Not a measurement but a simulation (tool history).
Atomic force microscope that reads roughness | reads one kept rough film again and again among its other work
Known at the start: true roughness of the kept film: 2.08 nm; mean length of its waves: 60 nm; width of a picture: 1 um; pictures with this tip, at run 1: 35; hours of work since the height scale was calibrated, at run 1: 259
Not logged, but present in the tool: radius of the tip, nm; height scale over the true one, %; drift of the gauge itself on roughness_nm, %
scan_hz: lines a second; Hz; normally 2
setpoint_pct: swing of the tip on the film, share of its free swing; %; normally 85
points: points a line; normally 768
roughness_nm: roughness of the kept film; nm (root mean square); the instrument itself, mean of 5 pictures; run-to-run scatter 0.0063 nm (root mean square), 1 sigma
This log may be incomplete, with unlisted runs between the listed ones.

| run | hour | scan_hz | setpoint_pct | points | pictures with this tip | hours of work since the height scale was calibrated | roughness_nm |
|---|---|---|---|---|---|---|---|
| 1 | 0 | 2 | 85 | 768 | 35 | 259 | 1.884 |
| 2 | 10.9 | 2.99 | 85 | 768 | 63 | 268 | 1.801 |
| 3 | 22.8 | 2 | 85 | 768 | 95 | 277 | 1.86 |
| 4 | 32.3 | 2 | 85 | 768 | 119 | 285 | 1.851 |
| 5 | 46.5 | 2 | 85 | 768 | 157 | 296 | 1.834 |
| 6 | 59.6 | 2 | 85 | 768 | 191 | 306 | 1.81 |
| 7 | 68 | 2 | 85 | 768 | 213 | 313 | 1.818 |
| 8 | 74 | 2 | 61 | 768 | 229 | 318 | 1.911 |
| 9 | 86 | 2 | 61 | 768 | 260 | 327 | 1.909 |
|  | 96.1 | new tip fitted |
| 10 | 100.3 | 2 | 61 | 768 | 11 | 338 | 2.015 |
| 11 | 108.4 | 2 | 85 | 768 | 32 | 344 | 1.876 |
| 12 | 119 | 2 | 85 | 768 | 60 | 353 | 1.874 |
| 13 | 130.5 | 2 | 85 | 768 | 90 | 362 | 1.859 |
| 14 | 138 | 2 | 85 | 768 | 110 | 368 | 1.852 |
|  | 140.1 | height scale calibrated on a step standard |
| 15 | 148.5 | 2 | 85 | 768 | 134 | 7 | 1.854 |
| 16 | 158.6 | 1.22 | 73 | 272 | 161 | 15 | 1.935 |
| 17 | 165 | 2 | 85 | 768 | 178 | 20 | 1.834 |
|  | 170.6 | height scale calibrated on a step standard, once more |
| 18 | 175.1 | 2 | 85 | 768 | 201 | 4 | 1.814 |
| 19 | 189.7 | 2 | 85 | 768 | 239 | 15 | 1.799 |
| 20 | 200.7 | 2 | 85 | 768 | 268 | 24 | 1.796 |
|  | 207.9 | new tip fitted |
| 21 | 215.6 | 2 | 85 | 768 | 20 | 35 | 1.889 |
| 22 | 228.4 | 1.3 | 62 | 668 | 53 | 45 | 1.991 |
| 23 | 235.1 | 1.07 | 61 | 595 | 71 | 51 | 2.004 |
| 24 | 246.3 | 2 | 81 | 302 | 100 | 59 | 1.882 |
| 25 | 252.3 | 2 | 81 | 302 | 116 | 64 | 1.877 |
| 26 | 259.7 | 2 | 81 | 302 | 135 | 70 | 1.867 |
| 27 | 272 | 1.05 | 85 | 342 | 167 | 80 | 1.918 |
| 28 | 283.4 | 1.05 | 87 | 359 | 197 | 89 | 1.877 |
| 29 | 292.7 | 1.05 | 87 | 359 | 222 | 96 | 1.877 |

Across each entry between runs, compare the hidden state at the last listed run before it with the hidden state at the first listed run after it:
In the gap between runs 9 and 10: new tip fitted (hour 96.1)
  radius of the tip, nm: 32.2 -> 8.1; height scale over the true one, %: 0.34 -> 0.35
  difference, measured minus the result without the unlogged condition, roughness_nm: -0.102 -> +0.002 nm (root mean square)
In the gap between runs 14 and 15: height scale calibrated on a step standard (hour 140.1)
  radius of the tip, nm: 16.8 -> 19.1; height scale over the true one, %: 0.38 -> 0.61
  difference, measured minus the result without the unlogged condition, roughness_nm: -0.034 -> -0.038 nm (root mean square)
In the gap between runs 17 and 18: height scale calibrated on a step standard, once more (hour 170.6)
  radius of the tip, nm: 23.1 -> 25.1; height scale over the true one, %: 0.62 -> 0.06
  difference, measured minus the result without the unlogged condition, roughness_nm: -0.054 -> -0.072 nm (root mean square)
In the gap between runs 20 and 21: new tip fitted (hour 207.9)
  radius of the tip, nm: 30.8 -> 8.7; height scale over the true one, %: 0.08 -> 0.09
  difference, measured minus the result without the unlogged condition, roughness_nm: -0.095 -> -0.006 nm (root mean square)
